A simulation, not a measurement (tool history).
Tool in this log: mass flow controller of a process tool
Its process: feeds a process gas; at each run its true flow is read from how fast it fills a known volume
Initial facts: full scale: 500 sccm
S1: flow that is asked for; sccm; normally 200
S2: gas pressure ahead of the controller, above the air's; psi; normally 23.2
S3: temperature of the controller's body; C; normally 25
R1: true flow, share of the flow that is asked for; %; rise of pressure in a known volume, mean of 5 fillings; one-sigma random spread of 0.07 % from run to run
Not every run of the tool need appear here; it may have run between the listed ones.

| run | hour | S1 | S2 | S3 | R1 |
|---|---|---|---|---|---|
| 1 | 0.0 | 200 | 23.2 | 25 | 98.48 |
| 2 | 475.4 | 200 | 26.5 | 25 | 98.81 |
| 3 | 729.6 | 53 | 26.5 | 25 | 98.08 |
| 4 | 1129.6 | 158 | 23.2 | 25 | 98.56 |
| 5 | 1446.7 | 158 | 23.2 | 25 | 98.70 |
| 6 | 1814.0 | 200 | 23.2 | 28 | 98.71 |
| 7 | 2208.5 | 200 | 24.4 | 25 | 99.07 |
| 8 | 2628.8 | 200 | 24.4 | 25 | 99.05 |
| 9 | 3078.9 | 200 | 24.4 | 25 | 99.17 |
| 10 | 3473.1 | 200 | 24.4 | 25 | 99.28 |
| 11 | 4002.5 | 200 | 24.4 | 25 | 99.29 |
| 12 | 4352.7 | 200 | 23.2 | 25 | 99.38 |
|  | 4754.9 | controller exchanged for a calibrated one |
| 13 | 4754.9 | 200 | 32.5 | 25 | 99.54 |
| 14 | 5122.5 | 200 | 27.0 | 25 | 99.71 |
| 15 | 5427.2 | 200 | 27.0 | 25 | 99.63 |
| 16 | 5776.3 | 200 | 27.0 | 25 | 99.66 |
| 17 | 6260.7 | 200 | 27.0 | 25 | 99.95 |
| 18 | 6756.9 | 200 | 27.0 | 25 | 100.04 |
| 19 | 7111.8 | 370 | 23.6 | 27 | 100.67 |
| 20 | 7421.5 | 118 | 23.2 | 27 | 99.71 |
| 21 | 7834.9 | 197 | 23.2 | 36 | 99.73 |
| 22 | 8162.6 | 133 | 28.0 | 24 | 99.95 |
| 23 | 8607.6 | 200 | 21.8 | 33 | 99.85 |
| 24 | 8962.4 | 200 | 21.8 | 33 | 100.09 |
| 25 | 9322.6 | 200 | 38.6 | 25 | 100.79 |
| 26 | 9606.3 | 200 | 23.2 | 28 | 100.47 |

Predict the results of run 27:
| 27 | 9906.7 | 184 | 22.0 | 28 | ? |

{"run 27": {"R1": 100.26}}
Minus the tool's unlogged condition, the same run would have read R1 98.32 %.
